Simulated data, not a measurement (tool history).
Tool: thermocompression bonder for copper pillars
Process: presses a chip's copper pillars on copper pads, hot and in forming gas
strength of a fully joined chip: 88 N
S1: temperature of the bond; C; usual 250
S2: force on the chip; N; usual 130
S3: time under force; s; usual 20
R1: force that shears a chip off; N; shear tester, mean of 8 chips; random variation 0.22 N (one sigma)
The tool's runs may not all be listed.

{"run": 1, "hour": 0.0, "S1": 250, "S2": 130, "S3": 20, "R1": 39}
{"run": 2, "hour": 16.9, "S1": 250, "S2": 130, "S3": 20, "R1": 38.8}
{"run": 3, "hour": 32.6, "S1": 250, "S2": 130, "S3": 12, "R1": 32}
{"run": 4, "hour": 53.1, "S1": 250, "S2": 130, "S3": 12, "R1": 31.6}
{"run": 5, "hour": 81.8, "S1": 250, "S2": 130, "S3": 12, "R1": 31.9}
{"run": 6, "hour": 95.9, "S1": 250, "S2": 130, "S3": 12, "R1": 31.8}
{"run": 7, "hour": 115.9, "S1": 250, "S2": 130, "S3": 37, "R1": 48.3}
{"run": 8, "hour": 134.9, "S1": 250, "S2": 88, "S3": 20, "R1": 29.1}
{"run": 9, "hour": 157.6, "S1": 250, "S2": 88, "S3": 20, "R1": 29.1}
{"run": 10, "hour": 177.4, "S1": 250, "S2": 88, "S3": 20, "R1": 28.8}
{"run": 11, "hour": 204.2, "S1": 250, "S2": 88, "S3": 20, "R1": 28.9}
{"run": 12, "hour": 223.2, "S1": 250, "S2": 130, "S3": 20, "R1": 38.3}
{"run": 13, "hour": 251.6, "S1": 224, "S2": 130, "S3": 20, "R1": 24}
{"hour": 261.1, "done": "forming gas filter changed"}
{"run": 14, "hour": 272.2, "S1": 273, "S2": 130, "S3": 20, "R1": 53.2}
{"run": 15, "hour": 301.2, "S1": 279, "S2": 130, "S3": 20, "R1": 56.5}
{"run": 16, "hour": 320.6, "S1": 279, "S2": 130, "S3": 20, "R1": 56.2}
{"run": 17, "hour": 343.4, "S1": 250, "S2": 132, "S3": 20, "R1": 38.2}
{"run": 18, "hour": 371.4, "S1": 250, "S2": 132, "S3": 20, "R1": 38.3}
{"run": 19, "hour": 388.6, "S1": 250, "S2": 132, "S3": 20, "R1": 38.4}
{"run": 20, "hour": 419.0, "S1": 250, "S2": 132, "S3": 13, "R1": 32.4}
{"run": 21, "hour": 445.3, "S1": 245, "S2": 156, "S3": 27, "R1": 44}
{"run": 22, "hour": 460.4, "S1": 263, "S2": 103, "S3": 25, "R1": 42.3}
{"hour": 470.3, "done": "gauge calibrated"}
{"run": 23, "hour": 484.5, "S1": 260, "S2": 170, "S3": 25, "R1": 57}
{"run": 24, "hour": 501.8, "S1": 250, "S2": 87, "S3": 11, "R1": 22.2}
{"run": 25, "hour": 525.2, "S1": 250, "S2": 87, "S3": 11, "R1": 22.5}
{"run": 26, "hour": 547.4, "S1": 247, "S2": 142, "S3": 19, "R1": 38.8}
{"run": 27, "hour": 577.9, "S1": 247, "S2": 142, "S3": 19, "R1": 38.1}
{"run": 28, "hour": 599.6, "S1": 247, "S2": 156, "S3": 24, "R1": 44.6}
{"run": 29, "hour": 620.8, "S1": 269, "S2": 156, "S3": 19, "R1": 55.3}
{"run": 30, "hour": 641.6, "S1": 269, "S2": 156, "S3": 19, "R1": 55.1}
{"run": 31, "hour": 659.0, "S1": 269, "S2": 156, "S3": 19, "R1": 55.4}
{"run": 32, "hour": 677.1, "S1": 273, "S2": 176, "S3": 12, "R1": 54.4}
{"run": 33, "hour": 694.6, "S1": 273, "S2": 176, "S3": 16, "R1": 58.7}
{"run": 34, "hour": 715.9, "S1": 250, "S2": 130, "S3": 30, "R1": 44.1}
{"run": 35, "hour": 742.7, "S1": 255, "S2": 88, "S3": 20, "R1": 30.9}
{"run": 36, "hour": 768.6, "S1": 255, "S2": 88, "S3": 20, "R1": 31.1}
{"run": 37, "hour": 782.2, "S1": 261, "S2": 132, "S3": 20, "R1": 45.5}
{"run": 38, "hour": 801.1, "S1": 255, "S2": 118, "S3": 17, "R1": 36.5}
{"run": 39, "hour": 815.5, "S1": 255, "S2": 118, "S3": 17, "R1": 36.1}

4 ways to go on from here, each from the tool as it stands after run 39. What would each give?
{"run": "A", "hour": 827.9, "S1": 278, "S2": 141, "S3": 12, "R1": "?"}
{"run": "B", "hour": 827.9, "S1": 250, "S2": 93, "S3": 20, "R1": "?"}
{"run": "C", "hour": 827.9, "S1": 265, "S2": 155, "S3": 23, "R1": "?"}
{"run": "D", "hour": 827.9, "S1": 228, "S2": 98, "S3": 60, "R1": "?"}

run=A R1=49.7
run=B R1=29.8
run=C R1=54.9
run=D R1=32.1
Without the tool's hidden state the same runs would have given:
run=A R1=51.1
run=B R1=30.7
run=C R1=56.3
run=D R1=32.9

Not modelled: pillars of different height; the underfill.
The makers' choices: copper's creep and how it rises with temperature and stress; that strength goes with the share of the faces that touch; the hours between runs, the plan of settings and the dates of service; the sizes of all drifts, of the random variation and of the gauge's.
